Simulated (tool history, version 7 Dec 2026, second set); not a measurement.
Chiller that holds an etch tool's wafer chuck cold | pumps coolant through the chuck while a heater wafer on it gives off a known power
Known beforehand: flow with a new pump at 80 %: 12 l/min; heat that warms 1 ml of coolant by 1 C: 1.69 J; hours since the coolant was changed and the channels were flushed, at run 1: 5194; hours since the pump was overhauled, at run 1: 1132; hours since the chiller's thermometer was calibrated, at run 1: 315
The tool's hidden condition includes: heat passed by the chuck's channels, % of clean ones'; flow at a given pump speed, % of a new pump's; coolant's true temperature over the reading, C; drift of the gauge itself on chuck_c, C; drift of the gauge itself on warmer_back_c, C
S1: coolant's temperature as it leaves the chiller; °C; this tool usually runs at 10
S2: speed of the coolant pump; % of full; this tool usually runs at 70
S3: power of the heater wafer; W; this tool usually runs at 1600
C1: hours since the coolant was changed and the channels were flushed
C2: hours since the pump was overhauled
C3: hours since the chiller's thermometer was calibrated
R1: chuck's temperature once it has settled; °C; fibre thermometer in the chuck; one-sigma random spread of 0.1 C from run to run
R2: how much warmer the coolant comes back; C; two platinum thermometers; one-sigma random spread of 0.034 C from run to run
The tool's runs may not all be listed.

run 1 hour=0 | S1=10 S2=70 S3=1600 | C1=5194 C2=1132 C3=315 | R1=24.1 R2=5.44
run 2 hour=96.2 | S1=10 S2=70 S3=1600 | C1=5290 C2=1228 C3=411 | R1=24.1 R2=5.46
run 3 hour=189.1 | S1=10 S2=70 S3=1600 | C1=5383 C2=1321 C3=504 | R1=24.1 R2=5.46
run 4 hour=330.5 | S1=10 S2=70 S3=1600 | C1=5525 C2=1463 C3=646 | R1=24.2 R2=5.43
run 5 hour=429.5 | S1=10 S2=70 S3=1600 | C1=5624 C2=1562 C3=745 | R1=24.2 R2=5.47
run 6 hour=520.1 | S1=10 S2=70 S3=1600 | C1=5714 C2=1652 C3=835 | R1=24.1 R2=5.36
run 7 hour=615.4 | S1=10 S2=70 S3=1600 | C1=5810 C2=1748 C3=930 | R1=24.2 R2=5.38
run 8 hour=701.8 | S1=10 S2=70 S3=1600 | C1=5896 C2=1834 C3=1017 | R1=24 R2=5.4
run 9 hour=828.2 | S1=10 S2=70 S3=1600 | C1=6022 C2=1960 C3=1143 | R1=24.1 R2=5.33
run 10 hour=905.9 | S1=10 S2=97 S3=1600 | C1=6100 C2=2038 C3=1221 | R1=21.5 R2=3.6
run 11 hour=1013.6 | S1=10 S2=97 S3=1600 | C1=6208 C2=2146 C3=1329 | R1=21.5 R2=3.6
run 12 hour=1156.3 | S1=10 S2=70 S3=1394 | C1=6350 C2=2288 C3=1471 | R1=22.2 R2=4.52
-- hour=1207.6 coolant changed, channels flushed
run 13 hour=1272.2 | S1=10 S2=73 S3=1394 | C1=65 C2=2398 C3=1581 | R1=22 R2=4.29
run 14 hour=1379.7 | S1=10 S2=73 S3=1394 | C1=172 C2=2506 C3=1689 | R1=22 R2=4.31
-- hour=1391.8 gauge calibrated
run 15 hour=1473 | S1=10 S2=70 S3=1600 | C1=265 C2=2599 C3=1782 | R1=24.1 R2=5.46
run 16 hour=1557.5 | S1=10 S2=70 S3=1600 | C1=350 C2=2684 C3=1867 | R1=24.2 R2=5.46

Run 17 comes next. What will it give?
run 17 hour=1636.4 | S1=10 S2=63 S3=2066 | C1=429 C2=2763 C3=1945 | R1=? R2=?

{"run 17": {"R1": 29.4, "R2": 7.93}}
With no hidden state in the tool, this same run would have given R1 29.4 °C, R2 7.98 C.
